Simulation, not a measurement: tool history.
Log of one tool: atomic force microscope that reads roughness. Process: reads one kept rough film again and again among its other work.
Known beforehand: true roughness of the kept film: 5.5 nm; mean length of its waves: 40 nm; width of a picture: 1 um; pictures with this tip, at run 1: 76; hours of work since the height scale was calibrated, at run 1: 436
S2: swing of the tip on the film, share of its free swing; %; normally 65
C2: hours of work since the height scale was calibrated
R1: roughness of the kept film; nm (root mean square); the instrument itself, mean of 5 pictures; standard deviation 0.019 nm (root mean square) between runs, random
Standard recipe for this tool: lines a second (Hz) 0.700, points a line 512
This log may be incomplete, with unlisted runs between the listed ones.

{"run": 1, "hour": 0.0, "lines a second (Hz)": 0.7, "S2": 65, "points a line": 512, "pictures with this tip": 76, "C2": 436, "R1": 3.901}
{"hour": 13.5, "done": "new tip fitted"}
{"run": 2, "hour": 25.0, "lines a second (Hz)": 0.7, "S2": 65, "points a line": 512, "pictures with this tip": 23, "C2": 451, "R1": 4.441}
{"run": 3, "hour": 37.7, "lines a second (Hz)": 0.7, "S2": 65, "points a line": 786, "pictures with this tip": 48, "C2": 459, "R1": 4.21}
{"run": 4, "hour": 52.2, "lines a second (Hz)": 0.991, "S2": 65, "points a line": 786, "pictures with this tip": 76, "C2": 467, "R1": 3.846}
{"hour": 66.6, "done": "new tip fitted"}
{"run": 5, "hour": 72.5, "lines a second (Hz)": 0.991, "S2": 65, "points a line": 786, "pictures with this tip": 11, "C2": 480, "R1": 4.455}
{"run": 6, "hour": 101.4, "lines a second (Hz)": 0.991, "S2": 65, "points a line": 786, "pictures with this tip": 68, "C2": 497, "R1": 3.966}
{"run": 7, "hour": 115.7, "lines a second (Hz)": 0.991, "S2": 65, "points a line": 786, "pictures with this tip": 96, "C2": 506, "R1": 3.715}
{"hour": 118.2, "done": "new tip fitted"}
{"run": 8, "hour": 137.1, "lines a second (Hz)": 0.991, "S2": 65, "points a line": 786, "pictures with this tip": 37, "C2": 519, "R1": 4.239}
{"run": 9, "hour": 163.1, "lines a second (Hz)": 0.991, "S2": 65, "points a line": 786, "pictures with this tip": 88, "C2": 535, "R1": 3.796}
{"hour": 171.1, "done": "new tip fitted"}
{"run": 10, "hour": 189.0, "lines a second (Hz)": 0.7, "S2": 56, "points a line": 512, "pictures with this tip": 36, "C2": 551, "R1": 4.33}
{"run": 11, "hour": 205.6, "lines a second (Hz)": 1.221, "S2": 56, "points a line": 512, "pictures with this tip": 68, "C2": 561, "R1": 3.957}
{"hour": 222.0, "done": "new tip fitted"}
{"run": 12, "hour": 235.8, "lines a second (Hz)": 1.221, "S2": 56, "points a line": 512, "pictures with this tip": 27, "C2": 579, "R1": 4.429}
{"run": 13, "hour": 259.1, "lines a second (Hz)": 1.221, "S2": 56, "points a line": 512, "pictures with this tip": 73, "C2": 594, "R1": 3.938}
{"hour": 273.2, "done": "new tip fitted"}
{"run": 14, "hour": 282.3, "lines a second (Hz)": 1.221, "S2": 56, "points a line": 512, "pictures with this tip": 18, "C2": 608, "R1": 4.55}
{"run": 15, "hour": 299.8, "lines a second (Hz)": 1.221, "S2": 56, "points a line": 512, "pictures with this tip": 53, "C2": 618, "R1": 4.173}
{"run": 16, "hour": 317.2, "lines a second (Hz)": 1.221, "S2": 56, "points a line": 512, "pictures with this tip": 87, "C2": 629, "R1": 3.849}
{"hour": 325.2, "done": "new tip fitted"}
{"run": 17, "hour": 335.7, "lines a second (Hz)": 1.221, "S2": 56, "points a line": 512, "pictures with this tip": 20, "C2": 640, "R1": 4.392}
{"run": 18, "hour": 360.8, "lines a second (Hz)": 0.7, "S2": 65, "points a line": 512, "pictures with this tip": 70, "C2": 656, "R1": 3.896}
{"run": 19, "hour": 375.1, "lines a second (Hz)": 0.7, "S2": 71, "points a line": 512, "pictures with this tip": 98, "C2": 664, "R1": 3.616}
{"hour": 377.8, "done": "new tip fitted"}
{"run": 20, "hour": 391.4, "lines a second (Hz)": 0.7, "S2": 65, "points a line": 512, "pictures with this tip": 27, "C2": 674, "R1": 4.328}
{"run": 21, "hour": 415.9, "lines a second (Hz)": 0.7, "S2": 65, "points a line": 512, "pictures with this tip": 75, "C2": 689, "R1": 3.942}
{"hour": 428.4, "done": "new tip fitted"}
{"run": 22, "hour": 442.0, "lines a second (Hz)": 0.7, "S2": 65, "points a line": 329, "pictures with this tip": 26, "C2": 705, "R1": 4.359}
{"run": 23, "hour": 463.9, "lines a second (Hz)": 0.7, "S2": 65, "points a line": 512, "pictures with this tip": 70, "C2": 719, "R1": 3.954}
{"hour": 479.3, "done": "new tip fitted"}
{"run": 24, "hour": 486.2, "lines a second (Hz)": 0.7, "S2": 65, "points a line": 512, "pictures with this tip": 13, "C2": 732, "R1": 4.486}
{"run": 25, "hour": 512.1, "lines a second (Hz)": 0.7, "S2": 56, "points a line": 512, "pictures with this tip": 64, "C2": 748, "R1": 4.103}
{"hour": 531.0, "done": "new tip fitted"}
{"run": 26, "hour": 535.4, "lines a second (Hz)": 2.112, "S2": 56, "points a line": 512, "pictures with this tip": 8, "C2": 762, "R1": 4.505}
{"run": 27, "hour": 560.3, "lines a second (Hz)": 2.112, "S2": 74, "points a line": 583, "pictures with this tip": 57, "C2": 777, "R1": 3.574}
{"run": 28, "hour": 580.5, "lines a second (Hz)": 2.112, "S2": 74, "points a line": 583, "pictures with this tip": 97, "C2": 790, "R1": 3.269}
{"hour": 582.7, "done": "new tip fitted"}
{"run": 29, "hour": 605.0, "lines a second (Hz)": 2.112, "S2": 74, "points a line": 583, "pictures with this tip": 44, "C2": 805, "R1": 3.753}
{"run": 30, "hour": 627.7, "lines a second (Hz)": 1.176, "S2": 65, "points a line": 670, "pictures with this tip": 89, "C2": 819, "R1": 3.712}
{"hour": 634.7, "done": "new tip fitted"}
{"run": 31, "hour": 656.5, "lines a second (Hz)": 1.176, "S2": 58, "points a line": 670, "pictures with this tip": 43, "C2": 836, "R1": 4.172}
{"run": 32, "hour": 671.9, "lines a second (Hz)": 1.176, "S2": 58, "points a line": 670, "pictures with this tip": 73, "C2": 845, "R1": 3.891}
{"hour": 687.1, "done": "new tip fitted"}
{"run": 33, "hour": 696.0, "lines a second (Hz)": 1.176, "S2": 58, "points a line": 670, "pictures with this tip": 17, "C2": 860, "R1": 4.506}
{"run": 34, "hour": 721.5, "lines a second (Hz)": 0.7, "S2": 65, "points a line": 982, "pictures with this tip": 68, "C2": 876, "R1": 3.987}
{"hour": 738.8, "done": "new tip fitted"}
{"run": 35, "hour": 738.8, "lines a second (Hz)": 0.7, "S2": 65, "points a line": 982, "pictures with this tip": 0, "C2": 886, "R1": 4.702}
{"run": 36, "hour": 753.4, "lines a second (Hz)": 0.7, "S2": 65, "points a line": 982, "pictures with this tip": 28, "C2": 895, "R1": 4.33}
{"run": 37, "hour": 775.3, "lines a second (Hz)": 0.7, "S2": 65, "points a line": 982, "pictures with this tip": 72, "C2": 909, "R1": 3.934}
{"hour": 791.2, "done": "new tip fitted"}
{"run": 38, "hour": 794.2, "lines a second (Hz)": 0.7, "S2": 65, "points a line": 982, "pictures with this tip": 6, "C2": 920, "R1": 4.632}
{"run": 39, "hour": 820.7, "lines a second (Hz)": 0.7, "S2": 65, "points a line": 982, "pictures with this tip": 58, "C2": 936, "R1": 4.04}
{"hour": 843.3, "done": "new tip fitted"}
{"run": 40, "hour": 844.8, "lines a second (Hz)": 0.624, "S2": 57, "points a line": 542, "pictures with this tip": 3, "C2": 951, "R1": 4.756}
{"run": 41, "hour": 873.4, "lines a second (Hz)": 1.775, "S2": 83, "points a line": 565, "pictures with this tip": 60, "C2": 968, "R1": 3.446}
{"run": 42, "hour": 890.6, "lines a second (Hz)": 1.038, "S2": 67, "points a line": 830, "pictures with this tip": 93, "C2": 979, "R1": 3.687}
{"hour": 895.3, "done": "new tip fitted"}
{"run": 43, "hour": 907.8, "lines a second (Hz)": 1.34, "S2": 63, "points a line": 388, "pictures with this tip": 24, "C2": 989, "R1": 4.304}
{"run": 44, "hour": 938.0, "lines a second (Hz)": 1.34, "S2": 63, "points a line": 388, "pictures with this tip": 84, "C2": 1008, "R1": 3.691}
{"hour": 946.5, "done": "new tip fitted"}
{"run": 45, "hour": 964.1, "lines a second (Hz)": 0.874, "S2": 76, "points a line": 416, "pictures with this tip": 35, "C2": 1024, "R1": 4.074}
{"run": 46, "hour": 994.2, "lines a second (Hz)": 0.874, "S2": 80, "points a line": 330, "pictures with this tip": 94, "C2": 1042, "R1": 3.487}
{"hour": 999.0, "done": "new tip fitted"}
{"run": 47, "hour": 1024.5, "lines a second (Hz)": 0.874, "S2": 80, "points a line": 330, "pictures with this tip": 50, "C2": 1061, "R1": 3.941}
{"run": 48, "hour": 1038.6, "lines a second (Hz)": 1.845, "S2": 85, "points a line": 420, "pictures with this tip": 78, "C2": 1069, "R1": 3.227}
{"hour": 1051.7, "done": "new tip fitted"}
{"run": 49, "hour": 1068.6, "lines a second (Hz)": 0.635, "S2": 80, "points a line": 512, "pictures with this tip": 33, "C2": 1087, "R1": 4.193}

Subtracting, for every run, the result it would have given without the tool's unlogged condition from the measured result gives the following. The same run-to-run variation enters both numbers; the gauge's scatter may not:
Hidden conditions of the tool in this case: radius of the tip, nm; height scale over the true one, %; drift of the gauge itself on roughness_nm, %.
run=1 R1=-0.759
run=2 R1=-0.235
run=3 R1=-0.490
run=4 R1=-0.753
run=5 R1=-0.144
run=6 R1=-0.667
run=7 R1=-0.908
run=8 R1=-0.390
run=9 R1=-0.823
run=10 R1=-0.408
run=11 R1=-0.707
run=12 R1=-0.264
run=13 R1=-0.730
run=14 R1=-0.162
run=15 R1=-0.523
run=16 R1=-0.826
run=17 R1=-0.260
run=18 R1=-0.765
run=19 R1=-0.964
run=20 R1=-0.300
run=21 R1=-0.761
run=22 R1=-0.313
run=23 R1=-0.704
run=24 R1=-0.170
run=25 R1=-0.679
run=26 R1=-0.111
run=27 R1=-0.561
run=28 R1=-0.846
run=29 R1=-0.397
run=30 R1=-0.864
run=31 R1=-0.497
run=32 R1=-0.790
run=33 R1=-0.165
run=34 R1=-0.700
run=35 R1=+0.018
run=36 R1=-0.340
run=37 R1=-0.764
run=38 R1=-0.045
run=39 R1=-0.637
run=40 R1=-0.013
run=41 R1=-0.511
run=42 R1=-0.854
run=43 R1=-0.263
run=44 R1=-0.851
run=45 R1=-0.396
run=46 R1=-0.880
run=47 R1=-0.457
run=48 R1=-0.593
run=49 R1=-0.353

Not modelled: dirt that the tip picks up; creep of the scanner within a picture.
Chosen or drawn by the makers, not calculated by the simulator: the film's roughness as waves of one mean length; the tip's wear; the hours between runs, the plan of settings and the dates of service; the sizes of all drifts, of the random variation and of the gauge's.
